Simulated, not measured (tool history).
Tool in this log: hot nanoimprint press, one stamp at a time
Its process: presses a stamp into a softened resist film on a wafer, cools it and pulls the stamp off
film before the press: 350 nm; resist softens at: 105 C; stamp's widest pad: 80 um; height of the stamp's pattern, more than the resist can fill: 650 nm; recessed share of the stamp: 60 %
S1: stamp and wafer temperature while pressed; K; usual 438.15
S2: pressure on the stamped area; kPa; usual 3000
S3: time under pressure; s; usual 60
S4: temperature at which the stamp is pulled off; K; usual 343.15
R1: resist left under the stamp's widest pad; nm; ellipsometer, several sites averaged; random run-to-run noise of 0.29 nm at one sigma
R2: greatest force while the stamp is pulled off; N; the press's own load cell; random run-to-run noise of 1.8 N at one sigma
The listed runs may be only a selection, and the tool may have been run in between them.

run	hour	S1	S2	S3	S4	R1	R2
1	0.0	438.15	3000	60	343.15	123.9	141
2	6.3	438.15	3000	60	343.15	124.1	140
3	13.4	438.15	3000	60	343.15	123.4	143
4	24.7	438.15	3000	60	343.15	123.8	142
5	30.9	432.15	3000	60	343.15	159.9	140
6	42.0	432.15	3000	60	343.15	159.9	144
7	53.9	432.15	3000	60	343.15	159.2	144
8	60.3	432.15	3000	60	343.15	160.0	145
9	68.0	432.15	3000	60	343.15	159.5	145
10	76.6	432.15	3000	60	343.15	159.4	146
11	90.0	432.15	3000	60	343.15	158.3	147
12	96.9	432.15	3000	60	343.15	158.6	149
13	107.7	438.15	3000	60	334.15	123.1	165
14	117.0	438.15	3000	60	334.15	123.3	167
15	124.8	438.15	3000	60	334.15	122.6	164
16	130.9	438.15	3000	60	334.15	122.4	165
17	145.1	438.15	3000	35	334.15	147.3	164
# hour 149.1: plate thermocouple calibrated
18	155.9	448.15	3000	48	341.15	88.1	155
19	168.7	448.15	3000	48	341.15	88.0	156
20	176.2	436.15	1990	48	339.15	179.0	158
# hour 184.8: plate thermocouple calibrated, once more
21	190.1	436.15	1990	48	339.15	182.2	164
22	200.8	438.15	4560	40	338.15	112.1	167
23	206.9	435.15	3380	114	343.15	105.8	160
24	220.2	435.15	2920	60	347.15	143.4	151

What does the tool deliver on the next run?
25	233.7	426.15	3000	109	343.15	?	?

R1: 173.0 nm
R2: 158 N
With no hidden state in the tool, this same run would have given R1 173.8 nm, R2 139 N.
